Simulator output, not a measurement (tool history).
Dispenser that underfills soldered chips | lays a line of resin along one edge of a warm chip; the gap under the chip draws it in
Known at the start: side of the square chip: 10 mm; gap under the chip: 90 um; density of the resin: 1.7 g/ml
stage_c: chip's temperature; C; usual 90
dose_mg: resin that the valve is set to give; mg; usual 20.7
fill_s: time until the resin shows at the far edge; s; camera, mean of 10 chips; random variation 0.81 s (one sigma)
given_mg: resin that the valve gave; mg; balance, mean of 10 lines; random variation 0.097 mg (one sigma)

| run | day | stage_c | dose_mg | fill_s | given_mg |
|---|---|---|---|---|---|
| 1 | 0 | 90 | 20.7 | 129 | 20.12 |
|  | 0.058 | new syringe of resin |
| 2 | 0.308 | 80 | 20.7 | 163.5 | 20.01 |
| 3 | 0.458 | 90 | 20.7 | 133.8 | 20.05 |
|  | 0.5 | new syringe of resin |
| 4 | 0.671 | 80 | 20.7 | 144.5 | 20.1 |
|  | 0.929 | new syringe of resin |
| 5 | 0.946 | 94 | 20.7 | 67.6 | 19.89 |
| 6 | 1.138 | 94 | 20.7 | 88.6 | 19.55 |
|  | 1.354 | new syringe of resin |
| 7 | 1.404 | 94 | 20.7 | 71 | 19.56 |
| 8 | 1.642 | 94 | 20.7 | 99.1 | 19.44 |
|  | 1.792 | new syringe of resin |
| 9 | 1.808 | 94 | 20.7 | 68.5 | 19.41 |
| 10 | 1.946 | 94 | 20.7 | 82.9 | 19.45 |
| 11 | 2.158 | 90 | 20.7 | 133.6 | 19.28 |
|  | 2.217 | new syringe of resin |
| 12 | 2.4 | 90 | 20.7 | 99.4 | 19.28 |
|  | 2.642 | new syringe of resin |
| 13 | 2.704 | 90 | 20.7 | 85.3 | 19.17 |
| 14 | 2.979 | 90 | 20.6 | 126.5 | 19.17 |
|  | 3.079 | new syringe of resin |
| 15 | 3.117 | 90 | 20.6 | 81.7 | 18.97 |
| 16 | 3.35 | 90 | 23.6 | 110.2 | 21.57 |
|  | 3.458 | dispensing valve cleaned and set on the balance |
|  | 3.546 | new syringe of resin |
| 17 | 3.546 | 89 | 20.7 | 79.7 | 20.79 |
| 18 | 3.729 | 90 | 23.9 | 98.6 | 23.82 |
| 19 | 3.9 | 90 | 23.9 | 123.8 | 23.6 |

Run 20 comes next. What will it give?
|  | 3.971 | new syringe of resin |
| 20 | 4.217 | 90 | 23.9 | ? | ? |

fill_s: 106.3 s
given_mg: 23.69 mg
Without the tool's hidden state the same run would have given fill_s 72.9 s, given_mg 23.97 mg.
